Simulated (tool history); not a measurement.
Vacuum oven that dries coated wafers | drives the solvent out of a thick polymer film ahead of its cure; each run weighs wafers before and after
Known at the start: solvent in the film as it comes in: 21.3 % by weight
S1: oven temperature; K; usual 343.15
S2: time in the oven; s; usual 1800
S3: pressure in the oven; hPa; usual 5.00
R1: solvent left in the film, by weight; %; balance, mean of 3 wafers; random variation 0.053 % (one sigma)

Run 1, day 0.000: usual settings. Result: R1 1.58 %.
Run 2, day 0.875: usual settings. Result: R1 1.65 %.
Run 3, day 1.371: usual settings. Result: R1 1.61 %.
Run 4, day 1.838: usual settings but S1 355.15 K. Result: R1 0.66 %.
Run 5, day 2.554: usual settings but S1 355.15 K. Result: R1 0.61 %.
Run 6, day 3.117: usual settings. Result: R1 1.58 %.
Run 7, day 3.846: usual settings but S3 2.97 hPa. Result: R1 1.37 %.
Run 8, day 4.229: usual settings but S3 2.97 hPa. Result: R1 1.39 %.
Run 9, day 4.854: usual settings but S3 2.97 hPa. Result: R1 1.33 %.
Run 10, day 5.396: usual settings but S3 2.97 hPa. Result: R1 1.32 %.
Run 11, day 6.196: usual settings but S3 2.97 hPa. Result: R1 1.30 %.
Run 12, day 7.008: usual settings but S3 2.97 hPa. Result: R1 1.29 %.
Run 13, day 7.458: usual settings but S3 2.97 hPa. Result: R1 1.31 %.
Run 14, day 7.838: usual settings but S2 960 s. Result: R1 3.96 %.
Run 15, day 8.646: usual settings but S2 960 s. Result: R1 3.96 %.
Run 16, day 9.058: usual settings but S2 960 s. Result: R1 4.04 %.
Run 17, day 9.538: usual settings but S2 960 s. Result: R1 3.96 %.
Run 18, day 10.304: usual settings but S2 960 s. Result: R1 4.02 %.
Run 19, day 10.708: usual settings but S2 960 s. Result: R1 3.93 %.
Run 20, day 11.512: usual settings but S2 960 s. Result: R1 4.00 %.
Run 21, day 12.271: usual settings but S2 960 s. Result: R1 3.92 %.
Run 22, day 13.008: usual settings but S1 344.15 K, S2 1680 s, S3 8.44 hPa. Result: R1 2.11 %.
Run 23, day 13.662: usual settings but S1 347.15 K, S2 2880 s, S3 10.83 hPa. Result: R1 1.64 %.
Run 24, day 14.183: usual settings but S1 347.15 K, S2 2880 s, S3 10.83 hPa. Result: R1 1.58 %.
Run 25, day 14.600: usual settings but S2 2100 s, S3 2.76 hPa. Result: R1 0.86 %.
Run 26, day 15.096: usual settings but S1 332.15 K, S2 2820 s, S3 2.54 hPa. Result: R1 2.78 %.
Run 27, day 15.954: usual settings but S1 344.15 K, S2 1380 s, S3 2.54 hPa. Result: R1 1.72 %.
At day 16.071: vacuum gauge cleaned of residue and calibrated.
Run 28, day 16.883: usual settings but S1 344.15 K, S2 1380 s, S3 2.54 hPa. Result: R1 1.80 %.
Run 29, day 17.246: usual settings but S1 344.15 K, S2 1380 s, S3 2.54 hPa. Result: R1 1.86 %.
Run 30, day 17.696: usual settings but S1 344.15 K, S2 1380 s, S3 2.54 hPa. Result: R1 1.86 %.
Run 31, day 18.317: usual settings but S3 19.79 hPa. Result: R1 3.99 %.
Run 32, day 18.912: usual settings but S3 19.79 hPa. Result: R1 3.95 %.
At day 19.046: vacuum gauge cleaned of residue and calibrated, once more.
Run 33, day 19.688: usual settings but S1 339.15 K, S2 1740 s, S3 19.79 hPa. Result: R1 5.16 %.
Run 34, day 20.533: usual settings but S3 5.89 hPa. Result: R1 1.57 %.
Run 35, day 21.050: usual settings but S1 357.15 K, S2 2580 s, S3 19.45 hPa. Result: R1 1.75 %.
Run 36, day 21.708: usual settings but S1 357.15 K, S2 2580 s, S3 19.45 hPa. Result: R1 1.73 %.
Run 37, day 22.433: usual settings but S1 347.15 K, S3 10.88 hPa. Result: R1 1.62 %.
Run 38, day 22.917: usual settings but S1 347.15 K, S3 10.88 hPa. Result: R1 1.71 %.
Run 39, day 23.454: usual settings but S1 347.15 K, S3 10.88 hPa. Result: R1 1.63 %.
Run 40, day 24.279: usual settings but S3 7.04 hPa. Result: R1 1.75 %.
Run 41, day 24.875: usual settings but S1 351.15 K, S2 960 s, S3 7.04 hPa. Result: R1 1.51 %.

Forecast each of these 4 alternatives for the next run:
Run A, day 25.483: usual settings but S1 340.15 K, S2 1560 s. Result: R1 ?.
Run B, day 25.483: usual settings but S1 351.15 K, S2 1980 s, S3 12.87 hPa. Result: R1 ?.
Run C, day 25.483: usual settings but S1 351.15 K, S2 1980 s, S3 8.24 hPa. Result: R1 ?.
Run D, day 25.483: usual settings but S1 350.15 K, S2 960 s, S3 7.04 hPa. Result: R1 ?.

run    R1
  A  2.50
  B  1.48
  C  0.96
  D  1.75
Without the tool's hidden state the same runs would have given:
run    R1
  A  2.81
  B  1.54
  C  1.00
  D  1.95
